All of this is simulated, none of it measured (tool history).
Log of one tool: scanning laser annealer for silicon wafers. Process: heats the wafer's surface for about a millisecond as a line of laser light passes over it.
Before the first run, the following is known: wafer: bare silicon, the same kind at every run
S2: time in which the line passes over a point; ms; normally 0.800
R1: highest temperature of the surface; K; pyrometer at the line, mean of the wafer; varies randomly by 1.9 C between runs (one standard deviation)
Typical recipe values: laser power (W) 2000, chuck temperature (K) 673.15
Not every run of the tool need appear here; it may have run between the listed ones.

run 1 hour=0.0 | laser_power_(W)=2000 S2=0.800 chuck_temperature_(K)=673.15 | R1=1374.15
run 2 hour=39.3 | laser_power_(W)=2167 S2=0.800 chuck_temperature_(K)=673.15 | R1=1443.15
run 3 hour=87.3 | laser_power_(W)=2167 S2=0.800 chuck_temperature_(K)=673.15 | R1=1439.15
run 4 hour=147.1 | laser_power_(W)=2000 S2=0.800 chuck_temperature_(K)=636.15 | R1=1283.15
run 5 hour=206.2 | laser_power_(W)=2000 S2=0.800 chuck_temperature_(K)=700.15 | R1=1341.15
run 6 hour=241.9 | laser_power_(W)=2000 S2=0.800 chuck_temperature_(K)=700.15 | R1=1336.15
run 7 hour=281.3 | laser_power_(W)=2000 S2=0.800 chuck_temperature_(K)=700.15 | R1=1332.15
run 8 hour=327.0 | laser_power_(W)=1726 S2=0.800 chuck_temperature_(K)=673.15 | R1=1192.15
run 9 hour=376.8 | laser_power_(W)=1726 S2=0.800 chuck_temperature_(K)=673.15 | R1=1197.15
run 10 hour=426.5 | laser_power_(W)=1726 S2=0.800 chuck_temperature_(K)=673.15 | R1=1193.15
run 11 hour=467.2 | laser_power_(W)=2000 S2=0.800 chuck_temperature_(K)=671.15 | R1=1423.15
run 12 hour=523.8 | laser_power_(W)=1957 S2=0.800 chuck_temperature_(K)=673.15 | R1=1400.15
run 13 hour=598.6 | laser_power_(W)=1957 S2=0.800 chuck_temperature_(K)=673.15 | R1=1394.15
run 14 hour=675.9 | laser_power_(W)=1957 S2=0.800 chuck_temperature_(K)=673.15 | R1=1387.15
run 15 hour=740.7 | laser_power_(W)=1957 S2=0.800 chuck_temperature_(K)=673.15 | R1=1381.15
run 16 hour=797.3 | laser_power_(W)=1957 S2=0.800 chuck_temperature_(K)=712.15 | R1=1415.15
run 17 hour=850.6 | laser_power_(W)=2000 S2=0.848 chuck_temperature_(K)=673.15 | R1=1414.15
run 18 hour=918.0 | laser_power_(W)=2000 S2=0.848 chuck_temperature_(K)=673.15 | R1=1403.15
run 19 hour=977.0 | laser_power_(W)=2056 S2=0.800 chuck_temperature_(K)=673.15 | R1=1402.15
run 20 hour=1037.0 | laser_power_(W)=2000 S2=0.800 chuck_temperature_(K)=673.15 | R1=1372.15
run 21 hour=1119.7 | laser_power_(W)=2000 S2=0.800 chuck_temperature_(K)=673.15 | R1=1418.15
run 22 hour=1200.8 | laser_power_(W)=2000 S2=0.800 chuck_temperature_(K)=639.15 | R1=1378.15
run 23 hour=1250.1 | laser_power_(W)=1798 S2=0.681 chuck_temperature_(K)=673.15 | R1=1262.15
run 24 hour=1293.9 | laser_power_(W)=1798 S2=0.694 chuck_temperature_(K)=663.15 | R1=1252.15
run 25 hour=1352.0 | laser_power_(W)=1798 S2=0.816 chuck_temperature_(K)=635.15 | R1=1273.15
run 26 hour=1400.2 | laser_power_(W)=1798 S2=0.591 chuck_temperature_(K)=652.15 | R1=1185.15
run 27 hour=1461.1 | laser_power_(W)=1798 S2=0.591 chuck_temperature_(K)=652.15 | R1=1180.15
run 28 hour=1496.8 | laser_power_(W)=1979 S2=0.587 chuck_temperature_(K)=696.15 | R1=1290.15
run 29 hour=1574.1 | laser_power_(W)=2013 S2=0.687 chuck_temperature_(K)=671.15 | R1=1322.15
run 30 hour=1637.2 | laser_power_(W)=2095 S2=0.990 chuck_temperature_(K)=690.15 | R1=1523.15
run 31 hour=1707.9 | laser_power_(W)=2095 S2=0.928 chuck_temperature_(K)=657.15 | R1=1455.15
run 32 hour=1778.0 | laser_power_(W)=2095 S2=0.928 chuck_temperature_(K)=699.15 | R1=1549.15
run 33 hour=1861.9 | laser_power_(W)=2095 S2=0.928 chuck_temperature_(K)=699.15 | R1=1543.15
run 34 hour=1920.4 | laser_power_(W)=1730 S2=0.816 chuck_temperature_(K)=686.15 | R1=1298.15
run 35 hour=2003.9 | laser_power_(W)=1835 S2=0.800 chuck_temperature_(K)=675.15 | R1=1318.15
run 36 hour=2065.2 | laser_power_(W)=1835 S2=0.800 chuck_temperature_(K)=675.15 | R1=1321.15
run 37 hour=2139.2 | laser_power_(W)=1865 S2=0.800 chuck_temperature_(K)=644.15 | R1=1299.15
run 38 hour=2214.1 | laser_power_(W)=1703 S2=0.970 chuck_temperature_(K)=643.15 | R1=1285.15
run 39 hour=2298.1 | laser_power_(W)=2072 S2=0.625 chuck_temperature_(K)=689.15 | R1=1327.15
run 40 hour=2382.3 | laser_power_(W)=2072 S2=0.625 chuck_temperature_(K)=689.15 | R1=1372.15

Put back what was entered between runs (7 entries, withheld): which listed runs does each sit between, and how does the hidden state differ from the listed run before to the listed run after?
Runs 3 to 4: window over the wafer cleaned (hour 137.0)
  light that passes the window, % of a clean one's: 93.94 -> 89.11; laser's true power over the reading, %: -0.7 -> -0.71; width of the line over the set one, %: 1.86 -> 1.94
  measured less the result without the state, R1: -82.00 -> -119.00 K
Runs 8 to 9: optics aligned, line set to its width (hour 343.5)
  light that passes the window, % of a clean one's: 87.46 -> 87.05; laser's true power over the reading, %: -0.76 -> -0.77; width of the line over the set one, %: 2.17 -> 0.23
  measured less the result without the state, R1: -113.00 -> -109.00 K
Runs 10 to 11: window over the wafer cleaned, once more (hour 457.8)
  light that passes the window, % of a clean one's: 86.57 -> 99.87; laser's true power over the reading, %: -0.78 -> -0.79; width of the line over the set one, %: 0.3 -> 0.35
  measured less the result without the state, R1: -113.00 -> -11.00 K
Runs 20 to 21: window over the wafer cleaned (hour 1098.6)
  light that passes the window, % of a clean one's: 94.75 -> 99.76; laser's true power over the reading, %: -0.93 -> -0.95; width of the line over the set one, %: 1.06 -> 1.16
  measured less the result without the state, R1: -65.00 -> -18.00 K
Runs 31 to 32: window over the wafer cleaned (hour 1738.7)
  light that passes the window, % of a clean one's: 94.51 -> 99.6; laser's true power over the reading, %: -1.09 -> -1.1; width of the line over the set one, %: 1.89 -> 1.98
  measured less the result without the state, R1: -84.00 -> -29.00 K
Runs 35 to 36: optics aligned, line set to its width (hour 2028.8)
  light that passes the window, % of a clean one's: 97.53 -> 97; laser's true power over the reading, %: -1.16 -> -1.17; width of the line over the set one, %: 2.26 -> 0.16
  measured less the result without the state, R1: -42.00 -> -37.00 K
Runs 39 to 40: window over the wafer cleaned (hour 2382.3)
  light that passes the window, % of a clean one's: 95.01 -> 99.78; laser's true power over the reading, %: -1.23 -> -1.25; width of the line over the set one, %: 0.45 -> 0.56
  measured less the result without the state, R1: -57.00 -> -16.00 K
